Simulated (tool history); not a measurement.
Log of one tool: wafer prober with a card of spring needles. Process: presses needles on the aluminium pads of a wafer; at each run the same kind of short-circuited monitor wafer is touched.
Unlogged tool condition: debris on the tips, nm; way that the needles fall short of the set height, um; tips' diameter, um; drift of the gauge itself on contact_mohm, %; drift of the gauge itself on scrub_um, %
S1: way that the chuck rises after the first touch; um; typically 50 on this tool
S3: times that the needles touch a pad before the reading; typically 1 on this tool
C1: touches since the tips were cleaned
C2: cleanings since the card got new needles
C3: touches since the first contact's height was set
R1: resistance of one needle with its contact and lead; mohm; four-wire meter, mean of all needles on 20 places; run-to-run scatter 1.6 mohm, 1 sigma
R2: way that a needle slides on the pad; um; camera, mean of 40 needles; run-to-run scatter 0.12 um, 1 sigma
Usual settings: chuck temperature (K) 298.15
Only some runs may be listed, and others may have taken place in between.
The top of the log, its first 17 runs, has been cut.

-- hour=200 tips cleaned on abrasive film
run 18 hour=202.6 | S1=50 chuck_temperature_(K)=298.15 S3=1 | C1=1278 C2=89 C3=91674 | R1=334 R2=9.8
-- hour=205.9 tips cleaned on abrasive film
-- hour=212.2 tips cleaned on abrasive film
run 19 hour=213.2 | S1=50 chuck_temperature_(K)=298.15 S3=1 | C1=494 C2=91 C3=96821 | R1=269 R2=9.81
-- hour=218.3 tips cleaned on abrasive film
run 20 hour=221.2 | S1=62 chuck_temperature_(K)=298.15 S3=2 | C1=1464 C2=92 C3=100732 | R1=231 R2=12.17
-- hour=224.9 tips cleaned on abrasive film
-- hour=231.5 tips cleaned on abrasive film
run 21 hour=233.8 | S1=39 chuck_temperature_(K)=301.15 S3=3 | C1=1138 C2=94 C3=106853 | R1=269 R2=7.09
-- hour=237.9 tips cleaned on abrasive film
-- hour=243.9 tips cleaned on abrasive film
run 22 hour=246.9 | S1=31 chuck_temperature_(K)=298.15 S3=2 | C1=1480 C2=96 C3=113193 | R1=515 R2=5.58
-- hour=249.9 tips cleaned on abrasive film
-- hour=255.7 tips cleaned on abrasive film
run 23 hour=258 | S1=36 chuck_temperature_(K)=315.15 S3=1 | C1=1124 C2=98 C3=118598 | R1=475 R2=6.53
-- hour=262 tips cleaned on abrasive film
-- hour=268 tips cleaned on abrasive film
run 24 hour=269 | S1=36 chuck_temperature_(K)=315.15 S3=1 | C1=487 C2=100 C3=123926 | R1=335 R2=6.5
-- hour=274.7 tips cleaned on abrasive film
run 25 hour=280.4 | S1=67 chuck_temperature_(K)=351.15 S3=2 | C1=2813 C2=101 C3=129536 | R1=256 R2=13.08
-- hour=281.3 tips cleaned on abrasive film
-- hour=287.8 tips cleaned on abrasive film
run 26 hour=288.9 | S1=67 chuck_temperature_(K)=300.15 S3=2 | C1=565 C2=103 C3=133649 | R1=197 R2=12.8
-- hour=293.6 tips cleaned on abrasive film
-- hour=300.2 tips cleaned on abrasive film
run 27 hour=303.1 | S1=50 chuck_temperature_(K)=311.15 S3=2 | C1=1430 C2=105 C3=140547 | R1=278 R2=9.5
-- hour=306.5 tips cleaned on abrasive film
-- hour=312.9 tips cleaned on abrasive film
run 28 hour=314 | S1=50 chuck_temperature_(K)=303.15 S3=3 | C1=507 C2=107 C3=145816 | R1=212 R2=9.32
-- hour=319.1 tips cleaned on abrasive film
run 29 hour=320.6 | S1=63 chuck_temperature_(K)=303.15 S3=3 | C1=734 C2=108 C3=149022 | R1=195 R2=12.2
-- hour=325 tips cleaned on abrasive film
run 30 hour=329.3 | S1=50 chuck_temperature_(K)=324.15 S3=2 | C1=2125 C2=109 C3=153283 | R1=316 R2=9.27
-- hour=331.7 tips cleaned on abrasive film
-- hour=338.7 tips cleaned on abrasive film
run 31 hour=339.6 | S1=50 chuck_temperature_(K)=324.15 S3=2 | C1=478 C2=111 C3=158304 | R1=242 R2=9.1
-- hour=344.8 tips cleaned on abrasive film
-- hour=351.7 tips cleaned on abrasive film
run 32 hour=351.7 | S1=60 chuck_temperature_(K)=320.15 S3=2 | C1=0 C2=113 C3=164173 | R1=185 R2=11.35

Below are 3 alternative next runs, each starting from the tool's condition after run 32. Predict each:
-- hour=358.1 tips cleaned on abrasive film
run A hour=359.4 | S1=38 chuck_temperature_(K)=320.15 S3=2 | C1=646 C2=114 C3=167934 | R1=? R2=?
-- hour=358.1 tips cleaned on abrasive film
run B hour=359.4 | S1=58 chuck_temperature_(K)=327.15 S3=1 | C1=646 C2=114 C3=167934 | R1=? R2=?
-- hour=358.1 tips cleaned on abrasive film
run C hour=359.4 | S1=50 chuck_temperature_(K)=298.15 S3=2 | C1=646 C2=114 C3=167934 | R1=? R2=?

run=A R1=334 R2=6.49
run=B R1=269 R2=10.85
run=C R1=249 R2=9.05
With the hidden condition removed and each run's random variation left untouched, the same runs would have given:
run=A R1=174 R2=7.74
run=B R1=165 R2=12.09
run=C R1=159 R2=10.31
